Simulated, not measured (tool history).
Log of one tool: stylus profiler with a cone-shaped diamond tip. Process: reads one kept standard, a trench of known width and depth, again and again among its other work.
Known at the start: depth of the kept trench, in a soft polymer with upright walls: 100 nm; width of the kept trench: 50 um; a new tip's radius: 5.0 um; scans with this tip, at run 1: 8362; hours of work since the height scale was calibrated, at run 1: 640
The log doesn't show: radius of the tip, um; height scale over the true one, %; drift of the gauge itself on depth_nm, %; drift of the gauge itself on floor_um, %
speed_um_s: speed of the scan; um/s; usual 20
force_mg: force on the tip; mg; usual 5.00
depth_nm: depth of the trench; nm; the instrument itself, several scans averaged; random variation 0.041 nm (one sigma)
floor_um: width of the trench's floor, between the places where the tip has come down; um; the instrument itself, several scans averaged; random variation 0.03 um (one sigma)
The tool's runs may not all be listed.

run	hour	speed_um_s	force_mg	scans with this tip	hours of work since the height scale was calibrated	depth_nm	floor_um
1	0.0	20	5.00	8362	640	101.58	47.38
2	49.3	20	5.00	8711	667	101.59	47.36
3	107.7	20	5.00	9124	699	101.65	47.36
4	179.0	20	5.00	9629	737	101.61	47.27
5	253.4	20	5.00	10157	778	101.55	47.26
6	324.1	32	5.00	10657	816	101.55	47.23
7	390.6	32	5.00	11128	852	101.50	47.19
8	423.1	20	1.83	11358	870	100.65	47.20
# hour 427.9: height scale calibrated on a step standard
9	476.3	20	1.83	11731	26	100.54	47.13
10	537.5	20	1.83	12165	59	100.55	47.14
11	580.2	20	5.00	12467	83	101.35	47.17
12	621.1	6	12.79	12757	105	103.01	47.24
13	690.7	14	2.36	13250	143	100.70	47.14
# hour 757.0: height scale calibrated on a step standard, once more
14	757.0	27	4.98	13716	0	101.88	47.11
15	813.4	27	4.98	14115	31	101.90	47.03
16	885.3	27	4.98	14624	70	101.74	47.08
17	947.8	14	2.16	15067	103	100.99	47.10
18	1017.4	14	2.16	15560	141	100.98	46.99
19	1057.7	72	2.90	15845	163	101.25	46.77
20	1125.3	70	3.38	16324	200	101.33	46.78
21	1156.8	70	2.97	16547	217	101.26	46.77
22	1197.2	70	2.97	16833	239	101.27	46.74

Forecast each of these 3 alternatives for the next run:
A	1265.5	52	2.39	17317	276	?	?
B	1265.5	70	5.19	17317	276	?	?
C	1265.5	9	2.48	17317	276	?	?

run	depth_nm	floor_um
A	101.13	46.75
B	101.83	46.75
C	101.08	46.92
Without the tool's hidden state the same runs would have given:
run	depth_nm	floor_um
A	101.16	47.78
B	101.86	47.78
C	101.11	47.95
